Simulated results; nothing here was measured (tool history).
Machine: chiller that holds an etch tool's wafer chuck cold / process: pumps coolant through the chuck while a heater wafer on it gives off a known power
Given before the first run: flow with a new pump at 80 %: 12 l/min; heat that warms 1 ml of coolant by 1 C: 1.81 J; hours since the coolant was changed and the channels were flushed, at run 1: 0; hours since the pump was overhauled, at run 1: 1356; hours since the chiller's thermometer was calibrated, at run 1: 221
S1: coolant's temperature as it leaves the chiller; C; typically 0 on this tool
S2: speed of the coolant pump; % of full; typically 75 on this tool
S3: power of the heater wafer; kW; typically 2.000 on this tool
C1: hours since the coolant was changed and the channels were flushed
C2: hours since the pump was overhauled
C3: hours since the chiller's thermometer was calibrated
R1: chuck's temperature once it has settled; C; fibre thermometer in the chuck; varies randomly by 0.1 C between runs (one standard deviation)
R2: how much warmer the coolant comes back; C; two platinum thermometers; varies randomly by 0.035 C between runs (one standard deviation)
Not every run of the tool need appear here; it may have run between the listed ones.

run    hour  S1  S2     S3    C1    C2    C3    R1    R2
  1     0.0   0  75  2.000     0  1356   221  21.2  6.09
  2    49.2   0  75  2.000    49  1406   270  21.0  6.03
  3   118.7   0  75  2.000   119  1475   340  21.2  6.11
  4   186.1   0  75  2.000   186  1542   407  21.2  6.13
  5   270.1   0  75  2.000   270  1626   491  21.5  6.13
  6   381.7   0  75  2.000   382  1738   603  21.6  6.21
  7   478.5   0  75  2.000   479  1835   700  21.7  6.14
  8   531.9  -9  75  2.000   532  1888   753  12.7  6.18
  9   637.1   0  63  2.000   637  1993   858  25.5  7.33
 10   758.3   0  88  2.000   758  2115   979  19.0  5.35
 11   811.9   0  88  2.000   812  2168  1033  18.8  5.36
 12   931.3   0  88  2.000   931  2288  1152  19.3  5.35
 13  1028.9   0  88  2.000  1029  2385  1250  19.3  5.37
 14  1081.1   0  88  1.293  1081  2437  1302  12.4  3.46
 15  1153.0   0  88  1.293  1153  2509  1374  12.3  3.53
 16  1258.9   0  88  1.293  1259  2615  1480  12.5  3.54
 17  1320.7   7  75  2.823  1321  2677  1542  39.1  9.06
 18  1408.3   0  75  1.821  1408  2765  1629  20.7  5.78
 19  1500.1  -8  64  1.821  1500  2856  1721  16.0  6.82
     1512.3  -- chiller's thermometer calibrated
 20  1575.2  -8  64  1.821  1574  2931    63  16.2  6.80
 21  1631.2  -8  71  2.374  1630  2987   119  20.8  8.10
 22  1691.8  -3  71  2.000  1691  3047   179  21.5  6.80
 23  1757.9  -3  71  2.000  1757  3113   246  21.4  6.74
 24  1853.8   7  80  2.367  1853  3209   341  33.3  7.16
     1903.7  -- chiller's thermometer calibrated, once more
 25  1930.4  -5  77  2.924  1928  3285    27  29.3  9.29
 26  2026.2  -5  77  2.924  2024  3381   123  29.2  9.33
 27  2097.4   9  75  1.733  2095  3452   194  29.8  5.64
 28  2201.0   9  69  1.208  2199  3555   297  24.9  4.37
 29  2271.6  -6  69  1.021  2270  3626   368   7.5  3.64

Below are 3 alternative next runs, each starting from the tool's condition after run 29. Predict each:
  A  2327.6  -3  69  1.675  2326  3682  424   ?   ?
  B  2327.6  -6  91  2.785  2326  3682  424   ?   ?
  C  2327.6   9  75  1.013  2326  3682  424   ?   ?

run    R1    R2
  A  19.1  5.98
  B  22.9  7.60
  C  21.4  3.35
The same runs, with their run-to-run variation unchanged, on a tool lacking any hidden condition would have given:
run    R1    R2
  A  15.3  5.33
  B  17.9  6.78
  C  19.3  2.99
